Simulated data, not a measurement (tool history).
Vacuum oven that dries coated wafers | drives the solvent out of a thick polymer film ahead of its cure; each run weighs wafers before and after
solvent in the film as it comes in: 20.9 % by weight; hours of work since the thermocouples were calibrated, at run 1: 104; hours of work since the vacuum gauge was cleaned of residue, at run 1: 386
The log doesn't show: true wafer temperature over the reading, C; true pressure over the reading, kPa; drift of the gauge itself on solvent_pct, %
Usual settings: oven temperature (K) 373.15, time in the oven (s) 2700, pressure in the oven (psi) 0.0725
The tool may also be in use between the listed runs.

run	day	oven temperature (K)	time in the oven (s)	pressure in the oven (psi)	hours of work since the thermocouples were calibrated	hours of work since the vacuum gauge was cleaned of residue	solvent left in the film (%)
1	0.000	373.15	2700	0.0725	104	386	5.27
2	1.012	373.15	2700	0.0725	122	404	5.14
3	2.488	373.15	2700	0.0725	148	430	5.20
4	3.742	373.15	1620	0.0725	170	452	8.43
5	5.408	373.15	1620	0.0725	200	482	8.23
6	7.471	373.15	1620	0.0725	236	518	8.19
7	9.696	373.15	2580	0.0725	275	558	5.32
8	11.696	373.15	2580	0.0725	311	593	5.29
9	13.538	373.15	2580	0.0725	343	625	5.43
10	16.012	373.15	2580	0.0725	387	669	5.26
11	17.117	373.15	3180	0.0725	406	689	4.04
# day 17.379: oven's thermocouples calibrated
12	18.446	373.15	3180	0.0725	19	711	3.97
13	20.646	373.15	3180	0.0725	58	749	3.93
14	22.800	388.15	1980	0.0521	96	787	1.73
15	24.125	381.15	2700	0.0725	119	811	2.14
16	25.675	385.15	2700	0.0635	146	838	1.28
17	27.250	373.15	2700	0.0745	174	866	4.87
# day 28.333: oven's thermocouples calibrated, once more
18	29.158	379.15	1560	0.0676	15	898	6.17
19	30.350	379.15	1380	0.0876	36	919	6.92
20	32.300	381.15	2700	0.0725	70	954	2.52
21	33.938	381.15	3180	0.0725	99	982	1.80
22	35.017	381.15	3180	0.0725	118	1002	1.77
23	37.292	367.15	4680	0.0725	158	1042	4.16
24	38.458	368.15	4680	0.0725	179	1062	3.75
25	40.583	368.15	4200	0.1118	216	1100	4.53
26	41.754	384.15	2640	0.0506	237	1120	1.60

Forecast each of these 3 alternatives for the next run:
A	43.833	373.15	2880	0.2875	274	1157	?
B	43.833	361.15	2640	0.0776	274	1157	?
C	43.833	376.15	2700	0.0725	274	1157	?

run	solvent left in the film (%)
A	5.33
B	9.91
C	3.90
Without the tool's hidden state the same runs would have given:
run	solvent left in the film (%)
A	5.47
B	10.03
C	4.02
